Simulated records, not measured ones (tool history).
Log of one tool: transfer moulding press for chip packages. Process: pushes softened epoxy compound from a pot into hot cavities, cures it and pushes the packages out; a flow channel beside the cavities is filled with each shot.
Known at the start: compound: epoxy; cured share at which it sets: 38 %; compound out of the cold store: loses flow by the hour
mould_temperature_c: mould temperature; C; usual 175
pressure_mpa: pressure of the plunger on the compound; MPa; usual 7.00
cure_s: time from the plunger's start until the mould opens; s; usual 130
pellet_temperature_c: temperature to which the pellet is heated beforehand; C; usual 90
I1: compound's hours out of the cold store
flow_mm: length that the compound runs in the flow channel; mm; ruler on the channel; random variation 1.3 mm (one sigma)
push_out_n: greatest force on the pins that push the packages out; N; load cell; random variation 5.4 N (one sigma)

run 1 hour=0.0 | mould_temperature_c=175 pressure_mpa=7.00 cure_s=130 pellet_temperature_c=90 | I1=14.1 | flow_mm=549 push_out_n=253
run 2 hour=34.2 | mould_temperature_c=175 pressure_mpa=7.00 cure_s=130 pellet_temperature_c=90 | I1=36.5 | flow_mm=515 push_out_n=266
-- hour=43.7 cavities cleaned with cleaning compound and waxed
run 3 hour=52.9 | mould_temperature_c=175 pressure_mpa=7.00 cure_s=130 pellet_temperature_c=90 | I1=15.8 | flow_mm=546 push_out_n=203
run 4 hour=84.4 | mould_temperature_c=175 pressure_mpa=7.00 cure_s=130 pellet_temperature_c=90 | I1=45.8 | flow_mm=502 push_out_n=219
-- hour=93.6 mould's thermocouples calibrated
run 5 hour=109.3 | mould_temperature_c=175 pressure_mpa=7.00 cure_s=130 pellet_temperature_c=90 | I1=21.0 | flow_mm=536 push_out_n=241
run 6 hour=140.5 | mould_temperature_c=175 pressure_mpa=7.00 cure_s=130 pellet_temperature_c=90 | I1=10.1 | flow_mm=551 push_out_n=261
-- hour=160.6 cavities cleaned with cleaning compound and waxed
run 7 hour=172.8 | mould_temperature_c=175 pressure_mpa=7.00 cure_s=130 pellet_temperature_c=90 | I1=30.4 | flow_mm=522 push_out_n=209
run 8 hour=205.9 | mould_temperature_c=175 pressure_mpa=7.00 cure_s=130 pellet_temperature_c=90 | I1=39.6 | flow_mm=510 push_out_n=235
run 9 hour=220.9 | mould_temperature_c=175 pressure_mpa=7.00 cure_s=130 pellet_temperature_c=90 | I1=41.1 | flow_mm=505 push_out_n=227
-- hour=241.8 plunger's sealing rings changed
run 10 hour=251.6 | mould_temperature_c=175 pressure_mpa=7.00 cure_s=130 pellet_temperature_c=90 | I1=44.0 | flow_mm=513 push_out_n=249
run 11 hour=274.5 | mould_temperature_c=175 pressure_mpa=7.00 cure_s=130 pellet_temperature_c=90 | I1=11.5 | flow_mm=558 push_out_n=260
-- hour=277.5 cavities cleaned with cleaning compound and waxed
run 12 hour=308.8 | mould_temperature_c=175 pressure_mpa=7.00 cure_s=130 pellet_temperature_c=90 | I1=36.2 | flow_mm=520 push_out_n=220
run 13 hour=325.6 | mould_temperature_c=175 pressure_mpa=7.00 cure_s=130 pellet_temperature_c=90 | I1=30.6 | flow_mm=530 push_out_n=227
run 14 hour=352.1 | mould_temperature_c=175 pressure_mpa=6.97 cure_s=116 pellet_temperature_c=90 | I1=42.3 | flow_mm=514 push_out_n=288
run 15 hour=385.5 | mould_temperature_c=175 pressure_mpa=6.97 cure_s=116 pellet_temperature_c=90 | I1=29.3 | flow_mm=531 push_out_n=312
-- hour=394.0 cavities cleaned with cleaning compound and waxed
run 16 hour=407.4 | mould_temperature_c=175 pressure_mpa=6.97 cure_s=116 pellet_temperature_c=90 | I1=31.2 | flow_mm=526 push_out_n=236
run 17 hour=423.4 | mould_temperature_c=175 pressure_mpa=6.97 cure_s=116 pellet_temperature_c=90 | I1=15.2 | flow_mm=550 push_out_n=260
run 18 hour=452.8 | mould_temperature_c=175 pressure_mpa=6.97 cure_s=116 pellet_temperature_c=90 | I1=26.7 | flow_mm=531 push_out_n=282
run 19 hour=475.1 | mould_temperature_c=175 pressure_mpa=7.72 cure_s=115 pellet_temperature_c=90 | I1=28.6 | flow_mm=558 push_out_n=287
run 20 hour=501.4 | mould_temperature_c=175 pressure_mpa=7.72 cure_s=115 pellet_temperature_c=90 | I1=10.7 | flow_mm=586 push_out_n=333
-- hour=508.2 cavities cleaned with cleaning compound and waxed
run 21 hour=519.5 | mould_temperature_c=175 pressure_mpa=7.72 cure_s=127 pellet_temperature_c=90 | I1=42.3 | flow_mm=536 push_out_n=202
run 22 hour=535.0 | mould_temperature_c=175 pressure_mpa=7.72 cure_s=127 pellet_temperature_c=90 | I1=31.0 | flow_mm=553 push_out_n=210
run 23 hour=568.4 | mould_temperature_c=178 pressure_mpa=7.55 cure_s=124 pellet_temperature_c=96 | I1=41.4 | flow_mm=519 push_out_n=235
run 24 hour=589.1 | mould_temperature_c=180 pressure_mpa=7.55 cure_s=155 pellet_temperature_c=96 | I1=35.8 | flow_mm=518 push_out_n=207
run 25 hour=605.4 | mould_temperature_c=175 pressure_mpa=7.00 cure_s=130 pellet_temperature_c=81 | I1=20.1 | flow_mm=541 push_out_n=252
-- hour=622.4 cavities cleaned with cleaning compound and waxed
run 26 hour=625.6 | mould_temperature_c=175 pressure_mpa=7.00 cure_s=122 pellet_temperature_c=90 | I1=11.8 | flow_mm=553 push_out_n=222

Forecast each of these 4 alternatives for the next run:
run A hour=659.4 | mould_temperature_c=175 pressure_mpa=8.40 cure_s=130 pellet_temperature_c=90 | I1=18.6 | flow_mm=? push_out_n=?
run B hour=659.4 | mould_temperature_c=175 pressure_mpa=6.39 cure_s=130 pellet_temperature_c=90 | I1=26.7 | flow_mm=? push_out_n=?
run C hour=659.4 | mould_temperature_c=175 pressure_mpa=8.42 cure_s=114 pellet_temperature_c=90 | I1=45.3 | flow_mm=? push_out_n=?
run D hour=659.4 | mould_temperature_c=175 pressure_mpa=6.21 cure_s=125 pellet_temperature_c=91 | I1=15.2 | flow_mm=? push_out_n=?

run=A flow_mm=592 push_out_n=232
run=B flow_mm=506 push_out_n=223
run=C flow_mm=552 push_out_n=269
run=D flow_mm=517 push_out_n=254
Without the tool's hidden state the same runs would have given:
run=A flow_mm=600 push_out_n=189
run=B flow_mm=513 push_out_n=181
run=C flow_mm=560 push_out_n=217
run=D flow_mm=525 push_out_n=207
